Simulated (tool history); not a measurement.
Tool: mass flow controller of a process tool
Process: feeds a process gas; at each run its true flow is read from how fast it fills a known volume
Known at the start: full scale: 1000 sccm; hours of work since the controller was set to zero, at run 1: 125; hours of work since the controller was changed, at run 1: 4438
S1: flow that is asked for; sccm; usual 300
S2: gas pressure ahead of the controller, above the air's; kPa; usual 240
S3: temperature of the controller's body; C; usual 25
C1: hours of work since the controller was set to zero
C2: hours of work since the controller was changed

Run 1, day 0: usual settings; C1 125; C2 4438. Result: true flow (%) 95.7.
Run 2, day 9.442: usual settings; C1 228; C2 4541. Result: true flow (%) 95.53.
Run 3, day 17.429: usual settings; C1 316; C2 4629. Result: true flow (%) 95.47.
Run 4, day 29.979: usual settings; C1 453; C2 4766. Result: true flow (%) 95.14.
Run 5, day 42.108: usual settings; C1 586; C2 4899. Result: true flow (%) 95.03.
Run 6, day 58.542: usual settings but S1 519 sccm, S2 211 kPa, S3 23 C; C1 766; C2 5079. Result: true flow (%) 95.19.
Run 7, day 69.704: usual settings but S1 287 sccm, S2 248 kPa, S3 22 C; C1 888; C2 5201. Result: true flow (%) 94.17.
Run 8, day 78.121: usual settings but S1 107 sccm, S2 223 kPa, S3 37 C; C1 980; C2 5293. Result: true flow (%) 92.38.

The next listed run, before its measurement:
At day 81.862: controller exchanged for a calibrated one.
Run 9, day 87.371: usual settings but S1 259 sccm, S2 176 kPa, S3 37 C; C1 60; C2 60. Result: true flow (%) ?.

{"run 9": {"true flow (%)": 98.63}}
Without the tool's hidden state the same run would have given true flow (%) 98.85.

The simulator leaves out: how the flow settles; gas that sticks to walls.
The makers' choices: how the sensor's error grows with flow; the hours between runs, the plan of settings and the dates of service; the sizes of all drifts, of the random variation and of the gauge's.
